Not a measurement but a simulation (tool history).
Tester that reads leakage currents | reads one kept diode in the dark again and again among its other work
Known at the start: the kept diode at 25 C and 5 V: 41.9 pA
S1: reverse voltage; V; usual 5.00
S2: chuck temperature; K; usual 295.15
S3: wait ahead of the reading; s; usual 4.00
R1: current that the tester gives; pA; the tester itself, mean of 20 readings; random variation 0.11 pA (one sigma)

| run | day | S1 | S2 | S3 | R1 |
|---|---|---|---|---|---|
| 1 | 0.000 | 5.00 | 295.15 | 4.00 | 34.84 |
| 2 | 7.383 | 5.00 | 295.15 | 4.00 | 34.57 |
| 3 | 16.658 | 5.00 | 315.15 | 4.00 | 183.57 |
| 4 | 22.838 | 5.00 | 315.15 | 4.00 | 182.80 |
| 5 | 33.500 | 5.00 | 315.15 | 4.00 | 179.89 |
| 6 | 38.221 | 12.84 | 295.15 | 4.00 | 54.66 |
| 7 | 44.871 | 12.84 | 295.15 | 4.00 | 54.78 |
| 8 | 52.383 | 12.84 | 295.15 | 4.00 | 52.96 |
| 9 | 61.717 | 12.84 | 295.15 | 4.00 | 53.10 |
| 10 | 69.462 | 5.00 | 295.15 | 4.00 | 31.80 |
| 11 | 76.854 | 5.00 | 295.15 | 4.00 | 31.78 |
| 12 | 87.308 | 5.00 | 315.15 | 4.00 | 184.43 |
| 13 | 92.104 | 5.00 | 295.15 | 4.00 | 35.18 |
| 14 | 97.650 | 5.00 | 295.15 | 4.00 | 35.19 |
| 15 | 104.317 | 5.00 | 295.15 | 4.00 | 34.89 |
| 16 | 115.304 | 1.97 | 295.15 | 4.82 | 21.37 |
| 17 | 123.758 | 1.97 | 295.15 | 2.29 | 21.22 |
| 18 | 133.888 | 1.97 | 295.15 | 2.29 | 19.60 |
| 19 | 138.846 | 1.97 | 301.15 | 2.29 | 33.46 |
| 20 | 147.275 | 5.00 | 296.15 | 0.84 | 32.90 |
| 21 | 157.446 | 5.00 | 300.15 | 4.00 | 46.21 |
| 22 | 165.671 | 5.00 | 300.15 | 4.00 | 45.63 |
| 23 | 174.242 | 5.00 | 298.15 | 0.48 | 43.54 |
| 24 | 180.625 | 5.00 | 298.15 | 0.48 | 43.37 |
| 25 | 188.204 | 8.44 | 295.15 | 4.68 | 41.59 |
| 26 | 198.162 | 8.44 | 295.15 | 3.80 | 41.27 |
| 27 | 204.646 | 8.44 | 295.15 | 3.80 | 40.86 |
| 28 | 213.938 | 5.02 | 293.15 | 9.37 | 26.45 |
| 29 | 223.067 | 1.57 | 327.15 | 0.84 | 255.09 |

Not shown: 4 entries that the log had between the listed runs. Between which runs, and how does the tool's hidden state differ before and after?
Between runs 7 and 8: tester calibrated (day 51.200)
  stray current of the dirty probe card, pA a volt: 0.542 -> 0.562; current scale over the true one, %: 2.65 -> 0.09; true chuck temperature over the reading, C: -0.69 -> -0.82
  measured less the result without the state, R1: +5.07 -> +3.42 pA
Between runs 11 and 12: chuck's temperature calibrated (day 83.917)
  stray current of the dirty probe card, pA a volt: 0.629 -> 0.657; current scale over the true one, %: 0.47 -> 0.61; true chuck temperature over the reading, C: -1.24 -> -0.02
  measured less the result without the state, R1: -0.27 -> +3.97 pA
Between runs 17 and 18: probe card cleaned and baked (day 125.200)
  stray current of the dirty probe card, pA a volt: 0.751 -> 0.052; current scale over the true one, %: 1.17 -> 1.31; true chuck temperature over the reading, C: -0.68 -> -0.85
  measured less the result without the state, R1: +0.43 -> -1.25 pA
Between runs 22 and 23: chuck's temperature calibrated (day 169.408)
  stray current of the dirty probe card, pA a volt: 0.137 -> 0.162; current scale over the true one, %: 1.77 -> 1.9; true chuck temperature over the reading, C: -1.41 -> -0.19
  measured less the result without the state, R1: -4.57 -> +0.82 pA
